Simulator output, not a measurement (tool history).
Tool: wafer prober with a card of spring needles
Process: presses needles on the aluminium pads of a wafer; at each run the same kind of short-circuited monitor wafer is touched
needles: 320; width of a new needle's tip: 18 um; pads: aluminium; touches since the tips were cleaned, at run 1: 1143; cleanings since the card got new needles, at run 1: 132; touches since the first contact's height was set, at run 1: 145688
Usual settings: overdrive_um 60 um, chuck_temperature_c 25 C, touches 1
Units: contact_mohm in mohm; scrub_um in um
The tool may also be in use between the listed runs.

| run | hour | overdrive_um | chuck_temperature_c | touches | touches since the tips were cleaned | cleanings since the card got new needles | touches since the first contact's height was set | contact_mohm | scrub_um |
|---|---|---|---|---|---|---|---|---|---|
| 1 | 0 | 60 | 25 | 1 | 1143 | 132 | 145688 | 191 | 11.84 |
|  | 4.5 | tips cleaned on abrasive film |
|  | 11.8 | tips cleaned on abrasive film |
|  | 17.7 | tips cleaned on abrasive film |
|  | 25.1 | tips cleaned on abrasive film |
|  | 32.5 | tips cleaned on abrasive film |
| 2 | 37.2 | 60 | 25 | 1 | 2724 | 137 | 167007 | 193 | 11.77 |
|  | 38.7 | tips cleaned on abrasive film |
|  | 44.6 | tips cleaned on abrasive film |
|  | 52 | tips cleaned on abrasive film |
|  | 59.4 | tips cleaned on abrasive film |
|  | 66.7 | tips cleaned on abrasive film |
|  | 74.1 | tips cleaned on abrasive film |
|  | 81.5 | tips cleaned on abrasive film |
|  | 88.8 | tips cleaned on abrasive film |
|  | 89.1 | height of the first contact set anew |
| 3 | 90 | 60 | 25 | 1 | 480 | 145 | 480 | 187 | 11.83 |
|  | 95.9 | tips cleaned on abrasive film |
|  | 101.8 | tips cleaned on abrasive film |
|  | 109.2 | tips cleaned on abrasive film |
|  | 115.1 | tips cleaned on abrasive film |
|  | 122.5 | tips cleaned on abrasive film |
|  | 129.8 | tips cleaned on abrasive film |
|  | 137.2 | tips cleaned on abrasive film |
|  | 143.1 | tips cleaned on abrasive film |
|  | 150.5 | tips cleaned on abrasive film |
|  | 157.9 | tips cleaned on abrasive film |
| 4 | 162 | 43 | 25 | 1 | 2387 | 155 | 41750 | 196 | 8.52 |
|  | 165 | tips cleaned on abrasive film |
|  | 172.3 | tips cleaned on abrasive film |
|  | 179.7 | tips cleaned on abrasive film |
|  | 187.1 | tips cleaned on abrasive film |
|  | 194.4 | tips cleaned on abrasive film |
|  | 201.8 | tips cleaned on abrasive film |
| 5 | 202.9 | 43 | 25 | 1 | 634 | 161 | 65207 | 195 | 8.47 |
|  | 208.8 | tips cleaned on abrasive film |
|  | 214.7 | tips cleaned on abrasive film |
|  | 222.1 | tips cleaned on abrasive film |
|  | 228 | tips cleaned on abrasive film |
|  | 235.4 | tips cleaned on abrasive film |
|  | 242.8 | tips cleaned on abrasive film |
| 6 | 243.4 | 60 | 25 | 1 | 402 | 167 | 88432 | 191 | 11.83 |
|  | 249.4 | tips cleaned on abrasive film |
|  | 255.3 | tips cleaned on abrasive film |
|  | 262.6 | tips cleaned on abrasive film |
|  | 270 | tips cleaned on abrasive film |
|  | 277.4 | tips cleaned on abrasive film |
|  | 284.7 | tips cleaned on abrasive film |
|  | 292.1 | tips cleaned on abrasive film |
|  | 299.5 | tips cleaned on abrasive film |
|  | 306.9 | tips cleaned on abrasive film |
|  | 312.8 | tips cleaned on abrasive film |
| 7 | 314.4 | 60 | 25 | 1 | 932 | 177 | 129093 | 191 | 11.83 |
|  | 318.8 | tips cleaned on abrasive film |
|  | 326.2 | tips cleaned on abrasive film |
|  | 333.6 | tips cleaned on abrasive film |
|  | 341 | tips cleaned on abrasive film |
|  | 348.3 | tips cleaned on abrasive film |
|  | 354.2 | tips cleaned on abrasive film |
|  | 361.6 | tips cleaned on abrasive film |
|  | 369 | tips cleaned on abrasive film |
|  | 374.9 | tips cleaned on abrasive film |
| 8 | 378.6 | 60 | 98 | 1 | 2170 | 186 | 165925 | 205 | 11.93 |
|  | 381.6 | tips cleaned on abrasive film |
|  | 389 | tips cleaned on abrasive film |
|  | 396.4 | tips cleaned on abrasive film |
|  | 403.7 | tips cleaned on abrasive film |
|  | 409.7 | tips cleaned on abrasive film |
|  | 417 | tips cleaned on abrasive film |
|  | 424.4 | tips cleaned on abrasive film |
|  | 431.8 | tips cleaned on abrasive film |
|  | 432.1 | height of the first contact set anew |
|  | 438 | tips cleaned on abrasive film |
|  | 445.3 | tips cleaned on abrasive film |
| 9 | 446.6 | 60 | 25 | 1 | 723 | 196 | 8331 | 191 | 11.94 |
|  | 452.5 | tips cleaned on abrasive film |
|  | 459.9 | tips cleaned on abrasive film |
|  | 467.2 | tips cleaned on abrasive film |
|  | 474.6 | tips cleaned on abrasive film |
|  | 482 | tips cleaned on abrasive film |
|  | 489.3 | tips cleaned on abrasive film |
|  | 496.7 | tips cleaned on abrasive film |
|  | 502.6 | tips cleaned on abrasive film |
|  | 510 | tips cleaned on abrasive film |
| 10 | 510.8 | 60 | 25 | 1 | 454 | 205 | 45134 | 190 | 11.94 |
|  | 516.7 | tips cleaned on abrasive film |
|  | 524.1 | tips cleaned on abrasive film |
|  | 531.4 | tips cleaned on abrasive film |
|  | 538.8 | tips cleaned on abrasive film |
| 11 | 542.9 | 60 | 45 | 1 | 2394 | 209 | 63589 | 199 | 11.84 |
|  | 545.9 | tips cleaned on abrasive film |
|  | 553.3 | tips cleaned on abrasive film |
|  | 560.7 | tips cleaned on abrasive film |
|  | 568 | tips cleaned on abrasive film |
|  | 575.4 | tips cleaned on abrasive film |
|  | 582.8 | tips cleaned on abrasive film |
|  | 588.7 | tips cleaned on abrasive film |
|  | 596.1 | tips cleaned on abrasive film |
| 12 | 596.8 | 74 | 31 | 1 | 425 | 217 | 94445 | 195 | 14.59 |
|  | 602.7 | tips cleaned on abrasive film |
|  | 610.1 | tips cleaned on abrasive film |
|  | 616 | tips cleaned on abrasive film |
|  | 623.4 | tips cleaned on abrasive film |
| 13 | 628.5 | 70 | 35 | 2 | 2960 | 221 | 112621 | 190 | 13.94 |
|  | 630 | tips cleaned on abrasive film |
|  | 637.4 | tips cleaned on abrasive film |
|  | 644.7 | tips cleaned on abrasive film |
|  | 652.1 | tips cleaned on abrasive film |
|  | 659.5 | tips cleaned on abrasive film |
|  | 666.9 | tips cleaned on abrasive film |
| 14 | 668.7 | 70 | 41 | 2 | 1095 | 227 | 135692 | 195 | 13.94 |
|  | 673.2 | tips cleaned on abrasive film |
|  | 679.1 | tips cleaned on abrasive film |
|  | 686.5 | tips cleaned on abrasive film |
|  | 693.8 | tips cleaned on abrasive film |
|  | 699.8 | tips cleaned on abrasive film |
|  | 707.1 | tips cleaned on abrasive film |
|  | 714.5 | tips cleaned on abrasive film |
| 15 | 716.1 | 70 | 41 | 2 | 957 | 234 | 162852 | 193 | 13.92 |
|  | 720.6 | tips cleaned on abrasive film |
|  | 728 | tips cleaned on abrasive film |
|  | 735.3 | tips cleaned on abrasive film |
|  | 742.7 | tips cleaned on abrasive film |
|  | 748.6 | tips cleaned on abrasive film |
|  | 756 | tips cleaned on abrasive film |
|  | 761.9 | tips cleaned on abrasive film |
|  | 769.3 | tips cleaned on abrasive film |
| 16 | 773.6 | 60 | 104 | 2 | 2533 | 242 | 195814 | 204 | 11.93 |
|  | 775.4 | height of the first contact set anew |
|  | 776.9 | tips cleaned on abrasive film |
|  | 782.9 | tips cleaned on abrasive film |
|  | 790.2 | tips cleaned on abrasive film |
|  | 797.6 | tips cleaned on abrasive film |
|  | 805 | tips cleaned on abrasive film |
|  | 812.3 | tips cleaned on abrasive film |
| 17 | 817.8 | 60 | 59 | 3 | 3148 | 248 | 24279 | 199 | 11.95 |
|  | 819.3 | tips cleaned on abrasive film |
|  | 826.7 | tips cleaned on abrasive film |
|  | 834 | tips cleaned on abrasive film |
|  | 840 | tips cleaned on abrasive film |
|  | 847.3 | tips cleaned on abrasive film |
|  | 854.7 | tips cleaned on abrasive film |
|  | 862.1 | tips cleaned on abrasive film |
|  | 869.4 | tips cleaned on abrasive film |
|  | 876.8 | tips cleaned on abrasive film |
|  | 884.2 | tips cleaned on abrasive film |
| 18 | 885.7 | 60 | 59 | 3 | 870 | 258 | 63188 | 200 | 11.94 |
|  | 890.2 | tips cleaned on abrasive film |
|  | 897.5 | tips cleaned on abrasive film |
|  | 904.9 | tips cleaned on abrasive film |
|  | 912.3 | tips cleaned on abrasive film |
| 19 | 915.3 | 60 | 59 | 3 | 1741 | 262 | 80161 | 198 | 11.97 |
|  | 918.3 | tips cleaned on abrasive film |
|  | 924.2 | tips cleaned on abrasive film |
|  | 931.5 | tips cleaned on abrasive film |
|  | 937.5 | tips cleaned on abrasive film |
|  | 944.8 | tips cleaned on abrasive film |
|  | 952.2 | tips cleaned on abrasive film |
|  | 959.6 | tips cleaned on abrasive film |
|  | 966.9 | tips cleaned on abrasive film |
|  | 974.3 | tips cleaned on abrasive film |
| 20 | 976.3 | 60 | 59 | 3 | 1165 | 271 | 115134 | 201 | 12.05 |

Forecast each of these 3 alternatives for the next run:
|  | 980.8 | tips cleaned on abrasive film |
|  | 986.7 | tips cleaned on abrasive film |
|  | 994.1 | tips cleaned on abrasive film |
|  | 1001.4 | tips cleaned on abrasive film |
|  | 1008.8 | tips cleaned on abrasive film |
|  | 1016.2 | tips cleaned on abrasive film |
| A | 1020.1 | 60 | 25 | 1 | 2288 | 277 | 140245 | ? | ? |
|  | 980.8 | tips cleaned on abrasive film |
|  | 986.7 | tips cleaned on abrasive film |
|  | 994.1 | tips cleaned on abrasive film |
|  | 1001.4 | tips cleaned on abrasive film |
|  | 1008.8 | tips cleaned on abrasive film |
|  | 1016.2 | tips cleaned on abrasive film |
| B | 1020.1 | 71 | 25 | 2 | 2288 | 277 | 140245 | ? | ? |
|  | 980.8 | tips cleaned on abrasive film |
|  | 986.7 | tips cleaned on abrasive film |
|  | 994.1 | tips cleaned on abrasive film |
|  | 1001.4 | tips cleaned on abrasive film |
|  | 1008.8 | tips cleaned on abrasive film |
|  | 1016.2 | tips cleaned on abrasive film |
| C | 1020.1 | 48 | 25 | 2 | 2288 | 277 | 140245 | ? | ? |

| run | contact_mohm | scrub_um |
|---|---|---|
| A | 191 | 11.99 |
| B | 189 | 14.17 |
| C | 193 | 9.54 |
Without the tool's hidden state the same runs would have given:
| run | contact_mohm | scrub_um |
|---|---|---|
| A | 191 | 11.8 |
| B | 189 | 13.94 |
| C | 193 | 9.38 |
